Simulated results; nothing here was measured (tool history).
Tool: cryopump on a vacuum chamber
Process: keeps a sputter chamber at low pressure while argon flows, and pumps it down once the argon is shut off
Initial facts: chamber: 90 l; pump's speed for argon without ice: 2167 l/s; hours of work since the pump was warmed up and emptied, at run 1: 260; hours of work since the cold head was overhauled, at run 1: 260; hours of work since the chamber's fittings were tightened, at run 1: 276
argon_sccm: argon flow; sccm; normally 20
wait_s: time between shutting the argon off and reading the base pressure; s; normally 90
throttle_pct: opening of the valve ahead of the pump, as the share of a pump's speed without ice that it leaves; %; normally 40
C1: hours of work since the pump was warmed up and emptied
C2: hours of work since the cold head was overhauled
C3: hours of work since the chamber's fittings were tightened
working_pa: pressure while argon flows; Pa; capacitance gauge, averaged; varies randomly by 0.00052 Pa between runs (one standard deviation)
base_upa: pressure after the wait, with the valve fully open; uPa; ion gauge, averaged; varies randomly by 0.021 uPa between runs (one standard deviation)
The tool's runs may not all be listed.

{"run": 1, "hour": 0.0, "argon_sccm": 20, "wait_s": 90, "throttle_pct": 40, "C1": 260, "C2": 260, "C3": 276, "working_pa": 0.0409, "base_upa": 0.47}
{"run": 2, "hour": 7.6, "argon_sccm": 20, "wait_s": 90, "throttle_pct": 40, "C1": 265, "C2": 265, "C3": 281, "working_pa": 0.0398, "base_upa": 0.5}
{"run": 3, "hour": 17.8, "argon_sccm": 20, "wait_s": 69, "throttle_pct": 40, "C1": 273, "C2": 273, "C3": 288, "working_pa": 0.0416, "base_upa": 0.56}
{"run": 4, "hour": 31.6, "argon_sccm": 9, "wait_s": 69, "throttle_pct": 40, "C1": 282, "C2": 282, "C3": 298, "working_pa": 0.0185, "base_upa": 0.55}
{"run": 5, "hour": 43.6, "argon_sccm": 9, "wait_s": 69, "throttle_pct": 40, "C1": 291, "C2": 291, "C3": 307, "working_pa": 0.0184, "base_upa": 0.58}
{"run": 6, "hour": 51.6, "argon_sccm": 9, "wait_s": 69, "throttle_pct": 40, "C1": 296, "C2": 296, "C3": 312, "working_pa": 0.0184, "base_upa": 0.59}
{"run": 7, "hour": 64.4, "argon_sccm": 12, "wait_s": 90, "throttle_pct": 40, "C1": 305, "C2": 305, "C3": 321, "working_pa": 0.0247, "base_upa": 0.46}
{"run": 8, "hour": 78.2, "argon_sccm": 11, "wait_s": 90, "throttle_pct": 40, "C1": 315, "C2": 315, "C3": 331, "working_pa": 0.0219, "base_upa": 0.52}
{"run": 9, "hour": 86.8, "argon_sccm": 20, "wait_s": 90, "throttle_pct": 40, "C1": 321, "C2": 321, "C3": 337, "working_pa": 0.0417, "base_upa": 0.51}
{"run": 10, "hour": 100.9, "argon_sccm": 20, "wait_s": 90, "throttle_pct": 39, "C1": 331, "C2": 331, "C3": 347, "working_pa": 0.0429, "base_upa": 0.5}
{"run": 11, "hour": 114.7, "argon_sccm": 20, "wait_s": 90, "throttle_pct": 40, "C1": 340, "C2": 340, "C3": 356, "working_pa": 0.0406, "base_upa": 0.48}
{"run": 12, "hour": 123.3, "argon_sccm": 20, "wait_s": 90, "throttle_pct": 40, "C1": 346, "C2": 346, "C3": 362, "working_pa": 0.0417, "base_upa": 0.54}
{"run": 13, "hour": 138.5, "argon_sccm": 20, "wait_s": 90, "throttle_pct": 55, "C1": 357, "C2": 357, "C3": 373, "working_pa": 0.0307, "base_upa": 0.53}
{"run": 14, "hour": 153.6, "argon_sccm": 20, "wait_s": 90, "throttle_pct": 55, "C1": 367, "C2": 367, "C3": 383, "working_pa": 0.03, "base_upa": 0.49}
{"run": 15, "hour": 164.4, "argon_sccm": 20, "wait_s": 90, "throttle_pct": 55, "C1": 375, "C2": 375, "C3": 391, "working_pa": 0.0316, "base_upa": 0.51}
{"run": 16, "hour": 174.5, "argon_sccm": 18, "wait_s": 90, "throttle_pct": 40, "C1": 382, "C2": 382, "C3": 398, "working_pa": 0.0374, "base_upa": 0.48}
{"run": 17, "hour": 188.3, "argon_sccm": 18, "wait_s": 90, "throttle_pct": 40, "C1": 392, "C2": 392, "C3": 408, "working_pa": 0.0376, "base_upa": 0.49}
{"run": 18, "hour": 197.5, "argon_sccm": 20, "wait_s": 236, "throttle_pct": 36, "C1": 398, "C2": 398, "C3": 414, "working_pa": 0.0455, "base_upa": 0.32}
{"run": 19, "hour": 205.8, "argon_sccm": 20, "wait_s": 236, "throttle_pct": 36, "C1": 404, "C2": 404, "C3": 420, "working_pa": 0.046, "base_upa": 0.35}
{"run": 20, "hour": 220.3, "argon_sccm": 27, "wait_s": 41, "throttle_pct": 40, "C1": 414, "C2": 414, "C3": 430, "working_pa": 0.0572, "base_upa": 0.89}
{"run": 21, "hour": 227.8, "argon_sccm": 27, "wait_s": 41, "throttle_pct": 40, "C1": 419, "C2": 419, "C3": 435, "working_pa": 0.0567, "base_upa": 0.87}
{"run": 22, "hour": 238.6, "argon_sccm": 27, "wait_s": 172, "throttle_pct": 27, "C1": 427, "C2": 427, "C3": 443, "working_pa": 0.0819, "base_upa": 0.41}
{"run": 23, "hour": 253.8, "argon_sccm": 24, "wait_s": 76, "throttle_pct": 18, "C1": 437, "C2": 437, "C3": 453, "working_pa": 0.1074, "base_upa": 0.56}
{"run": 24, "hour": 262.5, "argon_sccm": 31, "wait_s": 44, "throttle_pct": 40, "C1": 443, "C2": 443, "C3": 459, "working_pa": 0.065, "base_upa": 0.81}
{"run": 25, "hour": 275.4, "argon_sccm": 14, "wait_s": 90, "throttle_pct": 33, "C1": 452, "C2": 452, "C3": 468, "working_pa": 0.035, "base_upa": 0.52}
{"run": 26, "hour": 289.5, "argon_sccm": 17, "wait_s": 90, "throttle_pct": 40, "C1": 462, "C2": 462, "C3": 478, "working_pa": 0.0353, "base_upa": 0.54}
{"run": 27, "hour": 302.0, "argon_sccm": 17, "wait_s": 90, "throttle_pct": 40, "C1": 471, "C2": 471, "C3": 487, "working_pa": 0.0355, "base_upa": 0.54}
{"run": 28, "hour": 314.5, "argon_sccm": 13, "wait_s": 68, "throttle_pct": 21, "C1": 480, "C2": 480, "C3": 496, "working_pa": 0.0509, "base_upa": 0.6}
{"run": 29, "hour": 328.7, "argon_sccm": 22, "wait_s": 60, "throttle_pct": 52, "C1": 490, "C2": 490, "C3": 506, "working_pa": 0.0365, "base_upa": 0.71}
{"run": 30, "hour": 339.9, "argon_sccm": 22, "wait_s": 184, "throttle_pct": 48, "C1": 498, "C2": 498, "C3": 513, "working_pa": 0.0388, "base_upa": 0.37}

Forecast each of these 4 alternatives for the next run:
{"run": "A", "hour": 352.3, "argon_sccm": 22, "wait_s": 184, "throttle_pct": 18, "C1": 506, "C2": 506, "C3": 522, "working_pa": "?", "base_upa": "?"}
{"run": "B", "hour": 352.3, "argon_sccm": 20, "wait_s": 90, "throttle_pct": 19, "C1": 506, "C2": 506, "C3": 522, "working_pa": "?", "base_upa": "?"}
{"run": "C", "hour": 352.3, "argon_sccm": 18, "wait_s": 45, "throttle_pct": 54, "C1": 506, "C2": 506, "C3": 522, "working_pa": "?", "base_upa": "?"}
{"run": "D", "hour": 352.3, "argon_sccm": 9, "wait_s": 103, "throttle_pct": 29, "C1": 506, "C2": 506, "C3": 522, "working_pa": "?", "base_upa": "?"}

run=A working_pa=0.0986 base_upa=0.39
run=B working_pa=0.0849 base_upa=0.48
run=C working_pa=0.0291 base_upa=0.85
run=D working_pa=0.0258 base_upa=0.51
The same runs, with their run-to-run variation unchanged, on a tool lacking any hidden condition would have given:
run=A working_pa=0.0948 base_upa=0.26
run=B working_pa=0.0815 base_upa=0.35
run=C working_pa=0.026 base_upa=0.72
run=D working_pa=0.0243 base_upa=0.38

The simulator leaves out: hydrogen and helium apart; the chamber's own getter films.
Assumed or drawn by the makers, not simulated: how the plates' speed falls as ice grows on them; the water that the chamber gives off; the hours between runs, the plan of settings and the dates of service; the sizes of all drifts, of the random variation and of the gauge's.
